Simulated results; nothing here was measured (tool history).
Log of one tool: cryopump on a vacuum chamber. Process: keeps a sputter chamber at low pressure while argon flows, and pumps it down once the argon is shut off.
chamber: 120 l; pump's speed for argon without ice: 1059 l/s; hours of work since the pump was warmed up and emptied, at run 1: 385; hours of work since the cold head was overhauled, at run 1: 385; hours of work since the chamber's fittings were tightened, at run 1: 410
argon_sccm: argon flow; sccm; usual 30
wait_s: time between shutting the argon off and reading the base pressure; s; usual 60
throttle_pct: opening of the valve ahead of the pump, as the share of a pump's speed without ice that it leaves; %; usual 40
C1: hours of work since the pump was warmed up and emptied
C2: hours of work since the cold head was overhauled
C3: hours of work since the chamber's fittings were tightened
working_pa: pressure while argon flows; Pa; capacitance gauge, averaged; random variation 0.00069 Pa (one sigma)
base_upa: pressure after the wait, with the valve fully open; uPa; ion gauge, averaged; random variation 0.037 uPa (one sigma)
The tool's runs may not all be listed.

Run 1, day 0: usual settings; C1 385; C2 385; C3 410. Result: working_pa 0.1247 Pa, base_upa 2.51 uPa.
Run 2, day 1.046: usual settings; C1 406; C2 406; C3 431. Result: working_pa 0.1242 Pa, base_upa 2.51 uPa.
Run 3, day 1.942: usual settings but wait_s 97 s; C1 424; C2 424; C3 449. Result: working_pa 0.1244 Pa, base_upa 1.77 uPa.
Run 4, day 3.217: usual settings; C1 450; C2 450; C3 475. Result: working_pa 0.126 Pa, base_upa 2.55 uPa.
Run 5, day 4.396: usual settings; C1 474; C2 474; C3 499. Result: working_pa 0.1249 Pa, base_upa 2.52 uPa.
Run 6, day 5.146: usual settings; C1 489; C2 489; C3 514. Result: working_pa 0.1254 Pa, base_upa 2.61 uPa.
Run 7, day 5.912: usual settings; C1 504; C2 504; C3 530. Result: working_pa 0.126 Pa, base_upa 2.6 uPa.
Run 8, day 7.071: usual settings; C1 528; C2 528; C3 553. Result: working_pa 0.1254 Pa, base_upa 2.64 uPa.
Run 9, day 7.929: usual settings; C1 545; C2 545; C3 570. Result: working_pa 0.1259 Pa, base_upa 2.67 uPa.
Run 10, day 9.033: usual settings but argon_sccm 20 sccm, wait_s 122 s; C1 567; C2 567; C3 593. Result: working_pa 0.0846 Pa, base_upa 1.77 uPa.

The next listed run, before its measurement:
Run 11, day 9.983: usual settings but argon_sccm 43 sccm, wait_s 56 s, throttle_pct 38 %; C1 586; C2 586; C3 612. Result: working_pa ?, base_upa ?.

{"run 11": {"working_pa": 0.1905, "base_upa": 2.88}}
Without the tool's hidden state the same run would have given working_pa 0.1805 Pa, base_upa 2.26 uPa.
